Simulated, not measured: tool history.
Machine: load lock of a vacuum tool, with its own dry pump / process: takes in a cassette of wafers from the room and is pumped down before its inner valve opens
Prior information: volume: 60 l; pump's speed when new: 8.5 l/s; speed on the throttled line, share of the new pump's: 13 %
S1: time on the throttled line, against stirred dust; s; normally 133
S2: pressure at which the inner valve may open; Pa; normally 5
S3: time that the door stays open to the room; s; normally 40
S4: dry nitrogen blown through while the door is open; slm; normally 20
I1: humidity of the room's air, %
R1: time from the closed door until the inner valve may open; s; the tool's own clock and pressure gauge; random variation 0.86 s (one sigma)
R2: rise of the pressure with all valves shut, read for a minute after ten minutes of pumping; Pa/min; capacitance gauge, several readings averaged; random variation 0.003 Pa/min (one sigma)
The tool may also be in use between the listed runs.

Run 1, hour 0.0: usual settings; I1 43.4. Result: R1 191.7 s, R2 0.066 Pa/min.
Run 2, hour 157.6: usual settings; I1 46.4. Result: R1 190.0 s, R2 0.068 Pa/min.
Run 3, hour 302.7: usual settings; I1 48.0. Result: R1 191.8 s, R2 0.066 Pa/min.
Run 4, hour 384.5: usual settings; I1 44.5. Result: R1 192.0 s, R2 0.073 Pa/min.
Run 5, hour 532.3: usual settings but S3 232 s; I1 42.9. Result: R1 190.9 s, R2 0.105 Pa/min.
Run 6, hour 664.6: usual settings but S3 232 s; I1 47.6. Result: R1 192.5 s, R2 0.103 Pa/min.
Run 7, hour 756.4: usual settings; I1 41.0. Result: R1 193.6 s, R2 0.084 Pa/min.
Run 8, hour 901.8: usual settings; I1 47.9. Result: R1 193.2 s, R2 0.086 Pa/min.
Run 9, hour 1064.0: usual settings but S3 82 s; I1 44.6. Result: R1 192.1 s, R2 0.092 Pa/min.
Run 10, hour 1139.1: usual settings but S3 238 s; I1 43.6. Result: R1 194.0 s, R2 0.112 Pa/min.
Run 11, hour 1305.2: usual settings but S3 238 s; I1 45.8. Result: R1 194.3 s, R2 0.120 Pa/min.
Run 12, hour 1462.2: usual settings but S3 238 s; I1 46.1. Result: R1 193.5 s, R2 0.117 Pa/min.
Run 13, hour 1580.2: usual settings; I1 45.9. Result: R1 194.1 s, R2 0.098 Pa/min.
Run 14, hour 1714.0: usual settings; I1 48.2. Result: R1 194.9 s, R2 0.103 Pa/min.
Run 15, hour 1873.8: usual settings; I1 44.3. Result: R1 193.9 s, R2 0.111 Pa/min.
Run 16, hour 2011.0: usual settings but S1 71 s, S2 4 Pa, S4 15 slm; I1 44.0. Result: R1 143.4 s, R2 0.118 Pa/min.
Run 17, hour 2093.8: usual settings but S1 204 s, S2 8 Pa, S3 184 s, S4 15 slm; I1 45.2. Result: R1 251.5 s, R2 0.136 Pa/min.
Run 18, hour 2251.6: usual settings but S1 212 s; I1 47.7. Result: R1 260.8 s, R2 0.118 Pa/min.
Run 19, hour 2378.6: usual settings but S1 78 s, S4 30 slm; I1 47.0. Result: R1 148.2 s, R2 0.113 Pa/min.
Run 20, hour 2503.9: usual settings but S1 78 s, S4 30 slm; I1 46.6. Result: R1 148.1 s, R2 0.110 Pa/min.
Run 21, hour 2607.9: usual settings but S1 132 s, S3 121 s, S4 30 slm; I1 48.6. Result: R1 193.6 s, R2 0.133 Pa/min.
Run 22, hour 2705.9: usual settings but S1 132 s, S3 53 s, S4 4 slm; I1 43.9. Result: R1 194.4 s, R2 0.151 Pa/min.
Run 23, hour 2818.8: usual settings but S1 73 s, S3 53 s, S4 4 slm; I1 44.1. Result: R1 144.0 s, R2 0.161 Pa/min.
Run 24, hour 2982.9: usual settings but S1 229 s, S3 53 s, S4 4 slm; I1 45.6. Result: R1 277.9 s, R2 0.164 Pa/min.
Run 25, hour 3106.7: usual settings but S1 252 s, S2 9 Pa, S3 156 s, S4 5 slm; I1 48.6. Result: R1 294.3 s, R2 0.190 Pa/min.
Run 26, hour 3268.9: usual settings but S1 190 s, S2 8 Pa, S3 135 s, S4 39 slm; I1 44.9. Result: R1 240.7 s, R2 0.141 Pa/min.
Run 27, hour 3403.8: usual settings but S1 190 s, S2 8 Pa, S3 135 s, S4 39 slm; I1 43.7. Result: R1 241.4 s, R2 0.142 Pa/min.

Some steps in R1 between neighbouring runs. How much of each would the tool show without its hidden state too (settings, what came in, random variation), and how much is left for the hidden state, with any gauge scatter that isn't in both results?
Unlogged tool condition in this case: pump's speed, % of a new pump's; leak at the door's seal, Pa l/s; drift of the gauge itself on ready_s, %; drift of the gauge itself on rise_pa_min, %.
Run 16 -> 17: S1 71 -> 204, S2 4 -> 8, S3 40 -> 184. R1 +108.1 s: hidden state -3.1, all else +111.2.
Run 18 -> 19: S1 212 -> 78, S4 20 -> 30. R1 -112.6 s: hidden state +2.6, all else -115.2.
Run 23 -> 24: S1 73 -> 229. R1 +133.9 s: hidden state -2.8, all else +136.7.

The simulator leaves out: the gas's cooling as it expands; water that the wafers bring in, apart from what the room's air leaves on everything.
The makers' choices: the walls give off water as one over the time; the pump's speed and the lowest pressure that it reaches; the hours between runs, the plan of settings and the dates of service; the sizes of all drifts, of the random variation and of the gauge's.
